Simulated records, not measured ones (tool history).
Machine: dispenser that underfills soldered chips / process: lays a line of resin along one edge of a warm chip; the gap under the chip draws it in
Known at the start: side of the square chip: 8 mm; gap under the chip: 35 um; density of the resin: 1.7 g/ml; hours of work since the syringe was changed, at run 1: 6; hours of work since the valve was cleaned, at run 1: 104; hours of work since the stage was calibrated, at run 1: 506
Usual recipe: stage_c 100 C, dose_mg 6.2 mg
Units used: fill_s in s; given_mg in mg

| run | hour | stage_c | dose_mg | hours of work since the syringe was changed | hours of work since the valve was cleaned | hours of work since the stage was calibrated | fill_s | given_mg |
|---|---|---|---|---|---|---|---|---|
| 1 | 0 | 100 | 6.2 | 6 | 104 | 506 | 160 | 6 |
|  | 1 | new syringe of resin |
| 2 | 7.6 | 100 | 6.2 | 5 | 109 | 512 | 150.8 | 5.93 |
|  | 9.4 | new syringe of resin |
| 3 | 16.6 | 100 | 6.2 | 6 | 116 | 518 | 160.9 | 6 |
|  | 18.3 | new syringe of resin |
|  | 26.4 | new syringe of resin |
| 4 | 33.5 | 100 | 6.28 | 5 | 129 | 531 | 155 | 5.89 |
|  | 34.5 | new syringe of resin |
| 5 | 40.9 | 100 | 6.85 | 5 | 134 | 537 | 149.1 | 6.44 |
|  | 43 | new syringe of resin |
| 6 | 48.9 | 100 | 6.85 | 5 | 140 | 543 | 147.6 | 6.45 |
|  | 51.2 | new syringe of resin |
|  | 52.2 | dispensing valve cleaned and set on the balance |
|  | 60.2 | new syringe of resin |
| 7 | 66.1 | 100 | 6.85 | 5 | 11 | 555 | 143.9 | 6.84 |
|  | 68.5 | new syringe of resin |
|  | 76.8 | new syringe of resin |
| 8 | 79.4 | 100 | 7.1 | 2 | 20 | 565 | 118 | 7.14 |
|  | 85.7 | new syringe of resin |
| 9 | 90.1 | 100 | 7.1 | 3 | 29 | 573 | 132.4 | 7.01 |
|  | 93.7 | new syringe of resin |
|  | 101.8 | new syringe of resin |
| 10 | 104.8 | 100 | 7.1 | 2 | 40 | 584 | 121 | 7.03 |
|  | 110.4 | new syringe of resin |
|  | 118.7 | new syringe of resin |
| 11 | 120.3 | 100 | 6.57 | 1 | 51 | 596 | 109.1 | 6.39 |
|  | 127.4 | new syringe of resin |
|  | 135.6 | new syringe of resin |
| 12 | 137.2 | 100 | 6.57 | 1 | 64 | 608 | 112.1 | 6.41 |
|  | 143.7 | new syringe of resin |
| 13 | 146 | 112 | 6.57 | 2 | 71 | 615 | 67.7 | 6.44 |
|  | 151.7 | new syringe of resin |
| 14 | 156.1 | 112 | 6.57 | 3 | 78 | 622 | 78.8 | 6.35 |
|  | 160.2 | new syringe of resin |
|  | 168.4 | new syringe of resin |
| 15 | 168.4 | 85 | 5.54 | 0 | 87 | 632 | 202.7 | 5.3 |
|  | 176.2 | new syringe of resin |
| 16 | 180.9 | 105 | 5.9 | 4 | 97 | 641 | 108.6 | 5.64 |

What does the tool deliver on the next run?
|  | 184.8 | new syringe of resin |
|  | 193.7 | new syringe of resin |
| 17 | 197.6 | 110 | 7.88 | 3 | 109 | 654 | ? | ? |

Run 17 produced fill_s 80.8 s, given_mg 7.55 mg.
Minus the tool's unlogged condition, the same run would have read fill_s 69.8 s, given_mg 7.88 mg.

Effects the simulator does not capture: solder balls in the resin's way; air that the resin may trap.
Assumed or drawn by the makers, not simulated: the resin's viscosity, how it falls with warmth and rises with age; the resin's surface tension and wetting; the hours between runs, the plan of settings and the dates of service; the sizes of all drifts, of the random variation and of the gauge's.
